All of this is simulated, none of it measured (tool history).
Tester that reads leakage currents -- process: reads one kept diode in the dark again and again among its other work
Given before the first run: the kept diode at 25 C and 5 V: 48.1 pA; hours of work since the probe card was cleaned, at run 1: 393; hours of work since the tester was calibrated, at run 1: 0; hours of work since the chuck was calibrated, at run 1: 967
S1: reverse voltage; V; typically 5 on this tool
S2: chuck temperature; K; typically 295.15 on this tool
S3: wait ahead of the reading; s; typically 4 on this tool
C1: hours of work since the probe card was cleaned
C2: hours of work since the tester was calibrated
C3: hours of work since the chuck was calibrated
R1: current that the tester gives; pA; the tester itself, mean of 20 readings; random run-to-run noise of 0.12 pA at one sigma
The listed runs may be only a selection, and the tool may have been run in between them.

run    hour     S1      S2    S3    C1    C2    C3      R1
  1       0      5  295.15     4   393     0   967   41.75
  2     149      5  295.15     4   470    77  1044   42.16
  3   420.9      5  295.15     4   611   217  1185   42.83
  4   585.3      5  295.15  1.82   696   302  1270   43.95
      637.7  -- chuck's temperature calibrated
  5   825.4      5  295.15  1.82   819   425    97   40.68
  6     949      5  295.15  1.82   883   489   161   41.06
  7  1229.8      5  295.15  1.82  1028   634   306   42.11
  8  1361.4      5  295.15  1.82  1096   702   374   42.54
  9    1622      5  295.15     4  1230   837   508    42.9
 10  1799.6      5  295.15     4  1322   929   600    43.5
 11  2060.8      5  295.15     4  1457  1064   735   44.45
 12  2322.7      5  295.15     4  1592  1199   871   45.16
     2384.3  -- probe card cleaned and baked
 13  2588.5      5  295.15     4   105  1335  1006   41.49
 14  2708.2      5  295.15     4   167  1396  1068   41.79
 15  2827.8      5  295.15     4   229  1458  1130   42.35
 16  3101.8      5  295.15     4   371  1600  1271   43.21
     3167.2  -- chuck's temperature calibrated
 17  3329.3  14.46  295.15     4   487  1716    84   74.74
 18  3480.4      5  295.15     4   565  1794   162    40.5
 19  3603.9      5  295.15     4   629  1858   226   40.78
 20  3857.5      5  295.15     4   760  1989   357   41.65
 21  4104.8      5  295.15     4   888  2117   484   42.58
 22  4345.2      5  295.15  0.95  1012  2241   609   44.57
 23  4596.4   3.96  305.15  5.94  1142  2371   738   82.99
 24    4822   3.96  305.15  5.94  1258  2488   855   84.26
 25  5048.1   2.41  299.15  1.74  1375  2604   972    40.7
 26  5273.5   9.13  330.15  2.58  1492  2721  1088  824.82
 27  5497.1  15.92  305.15  1.55  1607  2836  1204  200.93
     5540.6  -- probe card cleaned and baked
     5693.2  -- chuck's temperature calibrated
 28  5728.9    7.4  310.15   0.7    96  2953    18  160.52
 29  5951.1      5  317.15  0.51   211  3068   133  217.99
 30  6151.8   6.08  327.15  6.65   315  3172   237  495.79
 31  6353.9   6.08  327.15  6.65   419  3276   341  497.51
 32  6479.7   6.08  327.15  6.65   484  3341   406  503.64
 33  6700.5   5.25  333.15  3.46   598  3455   520  695.32
 34  6920.9   7.42  312.15     4   712  3569   634  196.42
 35  7056.1   7.42  302.15     4   782  3639   704   92.58
 36    7272   7.42  302.15     4   893  3751   816   93.69
 37  7438.3   1.04  300.15  0.51   979  3837   902   26.34
 38  7646.4   1.04  316.15  0.51  1087  3944  1009   88.79
 39  7898.4   4.13  326.15  8.07  1217  4074  1139  395.91

Some steps in R1, run to run, broken into two amounts with sign: the step expected even without the hidden condition (settings, incoming material, random variation), and the rest, left for the hidden condition together with whatever gauge scatter is not in both the measured and the hidden-condition-free result:
The hidden state here: stray current of the dirty probe card, pA a volt; current scale over the true one, %; true chuck temperature over the reading, C; drift of the gauge itself on leakage_pa, %.
Run 25 -> 26: S1 2.41 -> 9.13, S2 299.15 -> 330.15, S3 1.74 -> 2.58. R1 +784.12 pA: hidden state +71.45, all else +712.67.
Run 26 -> 27: S1 9.13 -> 15.92, S2 330.15 -> 305.15, S3 2.58 -> 1.55. R1 -623.89 pA: hidden state -43.19, all else -580.7.
Run 27 -> 28: S1 15.92 -> 7.4, S2 305.15 -> 310.15, S3 1.55 -> 0.7, probe card cleaned and baked, chuck's temperature calibrated. R1 -40.41 pA: hidden state -32.94, all else -7.47.
Run 33 -> 34: S1 5.25 -> 7.42, S2 333.15 -> 312.15, S3 3.46 -> 4. R1 -498.9 pA: hidden state -14.5, all else -484.4.
